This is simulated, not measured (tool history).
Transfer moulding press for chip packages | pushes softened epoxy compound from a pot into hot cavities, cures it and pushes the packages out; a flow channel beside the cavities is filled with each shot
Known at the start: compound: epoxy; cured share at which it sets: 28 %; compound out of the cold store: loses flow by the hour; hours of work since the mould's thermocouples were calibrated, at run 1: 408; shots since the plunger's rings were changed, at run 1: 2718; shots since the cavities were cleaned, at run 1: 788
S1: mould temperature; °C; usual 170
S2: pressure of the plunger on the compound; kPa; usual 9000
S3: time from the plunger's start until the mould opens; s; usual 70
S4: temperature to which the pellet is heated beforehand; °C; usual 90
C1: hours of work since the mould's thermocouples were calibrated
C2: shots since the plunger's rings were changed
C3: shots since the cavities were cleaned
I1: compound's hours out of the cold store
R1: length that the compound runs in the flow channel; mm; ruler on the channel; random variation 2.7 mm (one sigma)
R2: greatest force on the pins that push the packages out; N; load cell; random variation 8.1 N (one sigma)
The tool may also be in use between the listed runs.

run,hour,S1,S2,S3,S4,C1,C2,C3,I1,R1,R2
1,0,170,9000,70,90,408,2718,788,8.8,1025,624
# hour 5.5: cavities cleaned with cleaning compound and waxed
2,11.5,170,9000,70,90,415,2898,108,36.9,945,441
3,20.7,170,9000,70,90,422,3065,275,10.1,1013,526
# hour 38.7: plunger's sealing rings changed
4,41.7,170,9000,70,90,435,53,610,24.2,993,617
5,52.1,164,9000,70,90,443,244,801,16.4,1037,907
# hour 57.8: cavities cleaned with cleaning compound and waxed
6,67.9,164,9000,70,90,453,503,183,45.4,953,679
7,77.7,164,9000,70,90,460,679,359,20.5,1024,787
8,89.5,164,9000,70,90,468,895,575,13.7,1046,903
9,98.4,164,9000,70,90,474,1055,735,40,963,850
# hour 106.7: cavities cleaned with cleaning compound and waxed
10,109.4,164,9000,93,90,481,1229,50,41.3,959,337
11,120.5,164,9000,93,90,489,1429,250,28.8,990,432
12,135.7,170,9000,70,90,500,1704,525,17.6,1004,622
13,151.2,174,9000,70,90,511,1986,807,30.9,956,542
# hour 156.1: cavities cleaned with cleaning compound and waxed
14,170.7,174,9000,70,90,523,2312,265,18.4,986,438
15,188.8,164,9710,70,97,536,2641,594,39.7,991,823
16,200.2,164,9710,70,97,544,2848,801,40.4,991,862
# hour 205.4: cavities cleaned with cleaning compound and waxed
17,215.2,163,8080,57,97,554,3091,177,23.4,943,1150
# hour 231.4: plunger's sealing rings changed
18,232.3,173,9000,70,81,564,16,443,24.2,992,509
19,244,173,9000,70,81,572,229,656,36.8,959,560
20,254.7,173,9000,50,81,580,423,850,10,1027,1418
# hour 257.2: cavities cleaned with cleaning compound and waxed
21,264.7,163,10650,65,83,586,576,136,42.2,1056,889
22,276,170,10060,70,90,594,781,341,15.5,1078,550
23,287.7,166,7960,93,90,602,993,553,12.9,978,495
24,304.2,170,9000,93,94,614,1293,853,26.1,982,485
# hour 306.8: cavities cleaned with cleaning compound and waxed
25,321.7,170,8120,70,90,625,1584,270,42.4,889,491
26,330.3,170,9000,70,80,631,1739,425,41.4,942,576
27,345.1,170,10370,70,99,642,2008,694,23.5,1050,602

Forecast each of these 4 alternatives for the next run:
# hour 356: cavities cleaned with cleaning compound and waxed
A,365.3,173,9330,70,99,655,2347,169,21.9,?,?
# hour 356: cavities cleaned with cleaning compound and waxed
B,365.3,170,9000,70,100,655,2347,169,14.3,?,?
# hour 356: cavities cleaned with cleaning compound and waxed
C,365.3,165,7320,88,99,655,2347,169,24.8,?,?
# hour 356: cavities cleaned with cleaning compound and waxed
D,365.3,170,10370,70,87,655,2347,169,42.9,?,?

run,R1,R2
A,993,405
B,1003,460
C,893,405
D,1001,458
Without the tool's hidden state the same runs would have given:
run,R1,R2
A,1010,303
B,1020,338
C,908,303
D,1018,337

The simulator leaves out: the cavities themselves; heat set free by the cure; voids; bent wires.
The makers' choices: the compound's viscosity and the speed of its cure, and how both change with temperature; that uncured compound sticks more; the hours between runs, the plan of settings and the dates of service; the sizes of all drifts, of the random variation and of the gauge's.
